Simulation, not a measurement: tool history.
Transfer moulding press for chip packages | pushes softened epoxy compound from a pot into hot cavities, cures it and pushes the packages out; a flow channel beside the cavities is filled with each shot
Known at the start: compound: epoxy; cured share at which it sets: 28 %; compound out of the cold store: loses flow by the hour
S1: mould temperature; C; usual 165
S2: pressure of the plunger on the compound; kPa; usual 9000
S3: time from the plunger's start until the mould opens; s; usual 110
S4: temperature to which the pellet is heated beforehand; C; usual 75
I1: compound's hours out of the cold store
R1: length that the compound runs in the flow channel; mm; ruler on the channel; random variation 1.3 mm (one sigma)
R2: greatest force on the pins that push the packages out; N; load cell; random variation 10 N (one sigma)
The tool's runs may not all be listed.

{"run": 1, "day": 0.0, "S1": 165, "S2": 9000, "S3": 110, "S4": 75, "I1": 25.7, "R1": 639, "R2": 662}
{"run": 2, "day": 0.883, "S1": 165, "S2": 9000, "S3": 110, "S4": 75, "I1": 38.3, "R1": 593, "R2": 716}
{"day": 1.558, "done": "cavities cleaned with cleaning compound and waxed"}
{"run": 3, "day": 1.612, "S1": 165, "S2": 9000, "S3": 110, "S4": 75, "I1": 21.0, "R1": 652, "R2": 507}
{"run": 4, "day": 2.608, "S1": 165, "S2": 9000, "S3": 110, "S4": 70, "I1": 38.3, "R1": 590, "R2": 609}
{"run": 5, "day": 3.162, "S1": 165, "S2": 9000, "S3": 110, "S4": 70, "I1": 17.4, "R1": 666, "R2": 706}
{"run": 6, "day": 4.267, "S1": 165, "S2": 9000, "S3": 110, "S4": 70, "I1": 22.3, "R1": 646, "R2": 751}
{"day": 4.892, "done": "cavities cleaned with cleaning compound and waxed"}
{"run": 7, "day": 5.367, "S1": 165, "S2": 9000, "S3": 110, "S4": 70, "I1": 16.5, "R1": 666, "R2": 608}
{"run": 8, "day": 6.029, "S1": 165, "S2": 9000, "S3": 110, "S4": 70, "I1": 23.9, "R1": 637, "R2": 617}
{"run": 9, "day": 7.208, "S1": 165, "S2": 8260, "S3": 110, "S4": 75, "I1": 26.1, "R1": 600, "R2": 727}
{"day": 8.217, "done": "cavities cleaned with cleaning compound and waxed"}
{"run": 10, "day": 8.308, "S1": 165, "S2": 8260, "S3": 110, "S4": 75, "I1": 46.8, "R1": 530, "R2": 498}
{"run": 11, "day": 9.096, "S1": 158, "S2": 9000, "S3": 110, "S4": 75, "I1": 19.1, "R1": 670, "R2": 844}
{"run": 12, "day": 9.817, "S1": 165, "S2": 9000, "S3": 110, "S4": 81, "I1": 29.6, "R1": 610, "R2": 641}
{"day": 10.829, "done": "plunger's sealing rings changed"}
{"run": 13, "day": 10.842, "S1": 165, "S2": 9000, "S3": 110, "S4": 81, "I1": 30.8, "R1": 626, "R2": 765}
{"run": 14, "day": 11.533, "S1": 165, "S2": 9000, "S3": 110, "S4": 81, "I1": 9.7, "R1": 712, "R2": 779}
{"day": 11.688, "done": "cavities cleaned with cleaning compound and waxed"}
{"run": 15, "day": 12.25, "S1": 165, "S2": 9000, "S3": 110, "S4": 81, "I1": 39.2, "R1": 592, "R2": 593}
{"run": 16, "day": 13.325, "S1": 165, "S2": 9000, "S3": 110, "S4": 81, "I1": 19.0, "R1": 666, "R2": 704}
{"run": 17, "day": 14.429, "S1": 170, "S2": 8540, "S3": 120, "S4": 75, "I1": 32.0, "R1": 589, "R2": 688}
{"day": 15.0, "done": "cavities cleaned with cleaning compound and waxed"}
{"run": 18, "day": 15.667, "S1": 170, "S2": 8540, "S3": 120, "S4": 75, "I1": 8.8, "R1": 679, "R2": 538}
{"run": 19, "day": 16.454, "S1": 165, "S2": 9000, "S3": 123, "S4": 75, "I1": 12.0, "R1": 690, "R2": 621}
{"day": 17.642, "done": "mould's thermocouples calibrated"}
{"run": 20, "day": 17.767, "S1": 165, "S2": 9690, "S3": 109, "S4": 75, "I1": 24.4, "R1": 663, "R2": 735}
{"day": 18.446, "done": "cavities cleaned with cleaning compound and waxed"}
{"run": 21, "day": 18.762, "S1": 167, "S2": 7400, "S3": 110, "S4": 75, "I1": 36.9, "R1": 530, "R2": 525}
{"run": 22, "day": 19.567, "S1": 167, "S2": 7400, "S3": 110, "S4": 75, "I1": 27.5, "R1": 562, "R2": 604}
{"run": 23, "day": 20.854, "S1": 167, "S2": 8490, "S3": 110, "S4": 70, "I1": 30.5, "R1": 587, "R2": 689}
{"run": 24, "day": 21.521, "S1": 167, "S2": 9200, "S3": 110, "S4": 67, "I1": 36.7, "R1": 589, "R2": 705}
{"day": 21.804, "done": "cavities cleaned with cleaning compound and waxed"}
{"run": 25, "day": 22.875, "S1": 165, "S2": 7670, "S3": 110, "S4": 71, "I1": 47.8, "R1": 504, "R2": 647}
{"day": 23.621, "done": "plunger's sealing rings changed"}
{"run": 26, "day": 24.017, "S1": 165, "S2": 7670, "S3": 133, "S4": 79, "I1": 46.7, "R1": 523, "R2": 652}
{"run": 27, "day": 24.638, "S1": 165, "S2": 9000, "S3": 110, "S4": 66, "I1": 43.0, "R1": 579, "R2": 744}
{"day": 25.292, "done": "cavities cleaned with cleaning compound and waxed"}
{"run": 28, "day": 25.988, "S1": 167, "S2": 9000, "S3": 110, "S4": 70, "I1": 31.4, "R1": 611, "R2": 573}

Forecast each of these 4 alternatives for the next run:
{"run": "A", "day": 27.208, "S1": 172, "S2": 8170, "S3": 118, "S4": 75, "I1": 41.2, "R1": "?", "R2": "?"}
{"run": "B", "day": 27.208, "S1": 158, "S2": 9000, "S3": 145, "S4": 81, "I1": 41.1, "R1": "?", "R2": "?"}
{"run": "C", "day": 27.208, "S1": 162, "S2": 9000, "S3": 110, "S4": 72, "I1": 35.0, "R1": "?", "R2": "?"}
{"run": "D", "day": 27.208, "S1": 168, "S2": 7740, "S3": 110, "S4": 69, "I1": 24.5, "R1": "?", "R2": "?"}

run=A R1=543 R2=644
run=B R1=595 R2=697
run=C R1=610 R2=761
run=D R1=589 R2=677
Without the tool's hidden state the same runs would have given:
run=A R1=547 R2=443
run=B R1=600 R2=478
run=C R1=615 R2=517
run=D R1=594 R2=464
